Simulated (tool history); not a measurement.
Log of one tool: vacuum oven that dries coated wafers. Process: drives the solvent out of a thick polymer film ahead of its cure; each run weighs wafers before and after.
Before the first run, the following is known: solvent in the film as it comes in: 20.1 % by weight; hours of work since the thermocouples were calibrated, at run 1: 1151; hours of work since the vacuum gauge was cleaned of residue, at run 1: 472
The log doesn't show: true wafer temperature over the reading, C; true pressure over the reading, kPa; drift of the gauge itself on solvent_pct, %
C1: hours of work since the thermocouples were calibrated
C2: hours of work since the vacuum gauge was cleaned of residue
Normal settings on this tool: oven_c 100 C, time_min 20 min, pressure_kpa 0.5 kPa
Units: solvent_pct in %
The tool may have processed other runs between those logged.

Run 1, hour 0: usual settings; C1 1151; C2 472. Result: solvent_pct 1.37 %.
Run 2, hour 16.2: usual settings; C1 1162; C2 483. Result: solvent_pct 1.28 %.
Run 3, hour 26.7: usual settings; C1 1169; C2 490. Result: solvent_pct 1.3 %.
Run 4, hour 47.4: usual settings; C1 1182; C2 503. Result: solvent_pct 1.35 %.
Run 5, hour 66.7: usual settings; C1 1195; C2 516. Result: solvent_pct 1.41 %.
Run 6, hour 87.6: usual settings but pressure_kpa 1.38 kPa; C1 1209; C2 530. Result: solvent_pct 1.75 %.
Run 7, hour 102.9: usual settings; C1 1218; C2 540. Result: solvent_pct 1.28 %.
Run 8, hour 119.3: usual settings; C1 1229; C2 550. Result: solvent_pct 1.38 %.
Run 9, hour 132.9: usual settings but pressure_kpa 0.278 kPa; C1 1238; C2 559. Result: solvent_pct 1.28 %.
Run 10, hour 147.1: usual settings but oven_c 95 C, time_min 17 min, pressure_kpa 0.273 kPa; C1 1247; C2 568. Result: solvent_pct 3.27 %.
Run 11, hour 168.1: usual settings but oven_c 97 C, time_min 17 min, pressure_kpa 1.732 kPa; C1 1261; C2 582. Result: solvent_pct 3.39 %.
Run 12, hour 187.7: usual settings but time_min 19 min; C1 1274; C2 595. Result: solvent_pct 1.57 %.
Run 13, hour 204.7: usual settings but oven_c 109 C, time_min 18 min, pressure_kpa 0.747 kPa; C1 1285; C2 606. Result: solvent_pct 0.62 %.
Run 14, hour 220.7: usual settings but oven_c 103 C, pressure_kpa 1.256 kPa; C1 1295; C2 616. Result: solvent_pct 1.25 %.
Run 15, hour 241.9: usual settings but oven_c 103 C, pressure_kpa 1.256 kPa; C1 1309; C2 630. Result: solvent_pct 1.24 %.
Run 16, hour 264: usual settings but oven_c 92 C, time_min 28 min; C1 1324; C2 645. Result: solvent_pct 2.18 %.
Run 17, hour 280.3: usual settings but time_min 30 min, pressure_kpa 0.492 kPa; C1 1334; C2 655. Result: solvent_pct 0.64 %.

Predict each of these 4 candidate next runs independently; none follows another, all start after run 17:
Run A, hour 300.4: usual settings but time_min 11 min; C1 1347; C2 668. Result: solvent_pct ?.
Run B, hour 300.4: usual settings but oven_c 114 C, time_min 31 min, pressure_kpa 0.449 kPa; C1 1347; C2 668. Result: solvent_pct ?.
Run C, hour 300.4: usual settings but oven_c 111 C, time_min 30 min, pressure_kpa 0.492 kPa; C1 1347; C2 668. Result: solvent_pct ?.
Run D, hour 300.4: usual settings but oven_c 86 C, time_min 21 min, pressure_kpa 1.77 kPa; C1 1347; C2 668. Result: solvent_pct ?.

run  solvent_pct
  A         4.06
  B         0.12
  C         0.18
  D          6.5
Take away the tool's hidden state, keep each run's random variation, and the runs would have read:
run  solvent_pct
  A         3.17
  B         0.08
  C         0.13
  D         5.39
